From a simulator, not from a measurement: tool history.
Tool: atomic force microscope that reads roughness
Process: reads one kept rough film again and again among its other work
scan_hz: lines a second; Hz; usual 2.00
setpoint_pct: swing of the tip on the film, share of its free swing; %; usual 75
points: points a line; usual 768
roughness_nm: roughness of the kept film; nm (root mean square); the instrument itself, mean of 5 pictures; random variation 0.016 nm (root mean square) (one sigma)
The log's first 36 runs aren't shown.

run,hour,scan_hz,setpoint_pct,points,roughness_nm
37,1101.8,0.67,86,838,3.767
38,1138.9,0.67,86,838,3.665
# hour 1150.3: new tip fitted
39,1163.9,0.67,86,838,4.023
40,1201.4,1.10,79,844,3.877
41,1220.5,2.00,84,305,3.338
42,1246.6,2.00,84,305,3.311
43,1283.8,2.00,84,305,3.226
44,1320.3,1.21,65,345,3.782
# hour 1343.9: new tip fitted
45,1354.6,2.86,64,257,3.903
46,1374.0,2.00,67,487,3.959
47,1405.6,2.00,67,487,3.881
48,1431.8,2.00,67,487,3.834
49,1449.1,1.22,86,939,3.544
50,1488.5,1.33,86,939,3.412
51,1524.3,2.00,56,445,3.822
# hour 1539.1: new tip fitted
52,1543.7,1.63,83,923,3.665

Forecast each of these 5 alternatives for the next run:
A,1580.4,2.66,66,485,?
B,1580.4,0.65,56,260,?
C,1580.4,2.97,83,923,?
D,1580.4,1.53,59,442,?
E,1580.4,1.40,89,419,?

run,roughness_nm
A,3.790
B,4.220
C,3.138
D,4.084
E,3.484
Without the tool's hidden state the same runs would have given:
run,roughness_nm
A,3.989
B,4.440
C,3.303
D,4.297
E,3.666
